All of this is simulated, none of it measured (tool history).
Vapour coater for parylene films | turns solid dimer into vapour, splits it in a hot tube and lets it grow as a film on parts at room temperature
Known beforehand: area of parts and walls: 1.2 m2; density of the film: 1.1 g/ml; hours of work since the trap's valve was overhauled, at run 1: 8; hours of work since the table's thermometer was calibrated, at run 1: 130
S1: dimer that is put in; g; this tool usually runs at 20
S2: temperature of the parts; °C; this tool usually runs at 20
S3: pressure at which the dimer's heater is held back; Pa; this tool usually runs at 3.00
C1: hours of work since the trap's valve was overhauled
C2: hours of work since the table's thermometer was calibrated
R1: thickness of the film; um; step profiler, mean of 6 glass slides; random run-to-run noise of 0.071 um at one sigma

run,day,S1,S2,S3,C1,C2,R1
1,0.000,20,20,3.00,8,130,11.17
2,2.238,35,20,3.00,44,166,19.55
3,3.662,35,20,3.00,67,190,19.42
4,5.283,35,20,3.00,93,216,19.69
5,6.921,35,20,10.15,119,242,15.27
6,8.800,12,20,3.00,150,273,6.65
7,11.575,12,20,3.00,195,317,6.66
8,13.662,12,20,3.00,228,351,6.74
9,16.300,12,20,3.00,271,394,6.71
10,18.408,20,20,3.00,305,428,11.14
11,19.938,14,24,11.80,330,453,5.18
12,21.258,9,24,4.12,351,474,4.14
13,22.717,12,22,11.78,375,498,4.83
14,25.271,12,22,11.78,416,539,4.86
15,28.104,9,17,5.36,462,585,4.95
# day 29.271: trap's valve overhauled
16,29.500,13,17,3.02,4,605,7.93
17,32.071,34,20,4.18,45,646,17.85
18,33.988,34,20,4.18,76,677,17.50
19,36.554,10,13,7.00,118,719,6.00

Branching from run 19: 5 alternative next runs. What would each branch give?
A,38.188,14,20,5.47,144,745,?
B,38.188,20,12,3.00,144,745,?
C,38.188,17,13,7.00,144,745,?
D,38.188,20,25,3.00,144,745,?
E,38.188,10,29,9.62,144,745,?

run,R1
A,7.02
B,14.54
C,10.20
D,9.38
E,3.31
Stripped of hidden state, with their random variation kept, the same runs would have yielded:
run,R1
A,7.02
B,14.55
C,10.21
D,9.38
E,3.31

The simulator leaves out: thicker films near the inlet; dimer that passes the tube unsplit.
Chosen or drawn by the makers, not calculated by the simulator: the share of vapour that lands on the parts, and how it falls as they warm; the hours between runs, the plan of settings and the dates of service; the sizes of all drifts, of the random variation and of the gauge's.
